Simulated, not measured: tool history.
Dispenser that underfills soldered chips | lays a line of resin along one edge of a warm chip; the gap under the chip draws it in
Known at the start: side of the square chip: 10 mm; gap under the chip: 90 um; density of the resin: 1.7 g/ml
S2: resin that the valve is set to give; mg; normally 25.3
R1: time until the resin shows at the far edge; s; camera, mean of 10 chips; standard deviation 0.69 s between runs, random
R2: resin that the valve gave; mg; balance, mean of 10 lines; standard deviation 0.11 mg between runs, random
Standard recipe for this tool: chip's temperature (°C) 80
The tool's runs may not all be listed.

run 1 hour=0.0 | chip's_temperature_(°C)=80 S2=25.3 | R1=105.7 R2=24.96
-- hour=2.1 new syringe of resin
run 2 hour=11.9 | chip's_temperature_(°C)=80 S2=25.3 | R1=86.8 R2=24.77
-- hour=19.7 new syringe of resin
run 3 hour=21.5 | chip's_temperature_(°C)=89 S2=25.3 | R1=51.1 R2=24.74
run 4 hour=34.6 | chip's_temperature_(°C)=89 S2=25.3 | R1=82.6 R2=24.67
-- hour=37.0 new syringe of resin
run 5 hour=40.9 | chip's_temperature_(°C)=94 S2=25.3 | R1=46.9 R2=24.23
run 6 hour=47.4 | chip's_temperature_(°C)=94 S2=25.3 | R1=57.4 R2=24.28
-- hour=54.3 new syringe of resin
run 7 hour=55.8 | chip's_temperature_(°C)=80 S2=23.9 | R1=65.9 R2=22.94
run 8 hour=65.4 | chip's_temperature_(°C)=69 S2=25.3 | R1=134.4 R2=24.31
-- hour=72.0 new syringe of resin
run 9 hour=75.9 | chip's_temperature_(°C)=69 S2=25.3 | R1=105.9 R2=23.93
run 10 hour=82.5 | chip's_temperature_(°C)=69 S2=25.3 | R1=133.4 R2=23.87
-- hour=89.1 new syringe of resin
run 11 hour=90.8 | chip's_temperature_(°C)=69 S2=25.3 | R1=98.8 R2=23.60
run 12 hour=97.2 | chip's_temperature_(°C)=80 S2=25.3 | R1=86.1 R2=23.68
-- hour=106.6 new syringe of resin
run 13 hour=109.3 | chip's_temperature_(°C)=91 S2=25.3 | R1=48.1 R2=23.39
run 14 hour=117.0 | chip's_temperature_(°C)=86 S2=31.0 | R1=75.0 R2=28.57
-- hour=123.6 new syringe of resin
run 15 hour=129.5 | chip's_temperature_(°C)=83 S2=31.0 | R1=70.9 R2=28.32
-- hour=140.9 new syringe of resin
run 16 hour=141.9 | chip's_temperature_(°C)=93 S2=31.2 | R1=41.9 R2=28.41
run 17 hour=151.0 | chip's_temperature_(°C)=73 S2=22.7 | R1=116.3 R2=20.35
run 18 hour=156.9 | chip's_temperature_(°C)=78 S2=23.5 | R1=123.0 R2=21.26
-- hour=157.8 new syringe of resin
run 19 hour=164.0 | chip's_temperature_(°C)=78 S2=23.5 | R1=86.4 R2=21.11
run 20 hour=174.2 | chip's_temperature_(°C)=90 S2=24.1 | R1=83.9 R2=21.39
-- hour=175.1 new syringe of resin
-- hour=180.9 dispensing valve cleaned and set on the balance
run 21 hour=185.9 | chip's_temperature_(°C)=94 S2=25.5 | R1=57.4 R2=25.47
-- hour=193.1 new syringe of resin
run 22 hour=193.1 | chip's_temperature_(°C)=80 S2=32.1 | R1=61.7 R2=32.01
run 23 hour=200.6 | chip's_temperature_(°C)=82 S2=22.8 | R1=77.4 R2=22.56
run 24 hour=206.5 | chip's_temperature_(°C)=75 S2=29.5 | R1=117.8 R2=28.96
-- hour=211.1 new syringe of resin
run 25 hour=216.1 | chip's_temperature_(°C)=75 S2=29.5 | R1=87.6 R2=28.73
-- hour=228.1 new syringe of resin
run 26 hour=229.4 | chip's_temperature_(°C)=75 S2=29.5 | R1=76.8 R2=28.82

Each row is a separate what-if for the run after 26, all from the same tool condition, not one after another. Results?
run A hour=241.3 | chip's_temperature_(°C)=87 S2=32.5 | R1=? R2=?
run B hour=241.3 | chip's_temperature_(°C)=75 S2=26.4 | R1=? R2=?
run C hour=241.3 | chip's_temperature_(°C)=79 S2=23.3 | R1=? R2=?

run=A R1=80.2 R2=31.63
run=B R1=120.2 R2=25.57
run=C R1=105.8 R2=22.43
Without the tool's unlogged condition, the same runs would have read:
run=A R1=48.5 R2=32.74
run=B R1=72.6 R2=26.47
run=C R1=63.5 R2=23.21

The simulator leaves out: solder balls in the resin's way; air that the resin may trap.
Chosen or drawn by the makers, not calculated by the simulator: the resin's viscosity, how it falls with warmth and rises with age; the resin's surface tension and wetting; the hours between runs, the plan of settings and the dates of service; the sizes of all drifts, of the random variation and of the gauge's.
